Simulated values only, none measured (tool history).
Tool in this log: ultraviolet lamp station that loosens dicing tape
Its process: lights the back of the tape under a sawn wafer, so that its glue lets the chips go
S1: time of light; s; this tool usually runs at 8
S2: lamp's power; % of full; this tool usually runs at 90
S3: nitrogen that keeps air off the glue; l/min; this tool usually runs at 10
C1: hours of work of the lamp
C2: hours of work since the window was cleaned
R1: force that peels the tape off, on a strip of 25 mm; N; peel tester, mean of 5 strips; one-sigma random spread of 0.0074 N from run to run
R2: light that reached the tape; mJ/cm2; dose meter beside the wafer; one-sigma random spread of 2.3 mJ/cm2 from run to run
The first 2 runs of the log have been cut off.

run   hour  S1  S2  S3   C1   C2     R1   R2
  3   25.7   8  86  10  178  224  0.323  228
  4   43.3   8  86  10  187  234  0.304  225
  5   56.2  13  90  10  194  241  0.080  376
  6   70.4   8  90  20  202  249  0.137  236
  7   81.8   8  90  20  208  255  0.135  232
  8   99.1   8  90  10  218  264  0.268  233
  9  108.2   8  90  10  222  269  0.281  233
 10  120.7   8  90  10  229  276  0.256  228
 11  134.3   8  90  10  237  284  0.277  232
 12  149.4   8  90  10  245  292  0.259  234
 13  166.1   8  90  10  254  301  0.264  233
 14  175.3   8  90  10  259  306  0.286  232
 15  187.9   8  75  10  266  313  0.449  194
 16  197.9   8  77  10  271  318  0.404  200
 17  211.7   8  77  10  279  326  0.401  199
 18  221.1   8  77  10  284  331  0.414  200
 19  232.6   8  74  10  290  337  0.452  190
 20  246.2   8  74  10  298  345  0.447  190

Forecast run 21:
 21  265.6   8  90   3  308  355   ?   ?

{"run 21": {"R1": 0.924, "R2": 235}}
With no hidden state in the tool, this same run would have given R1 0.921 N, R2 235 mJ/cm2.
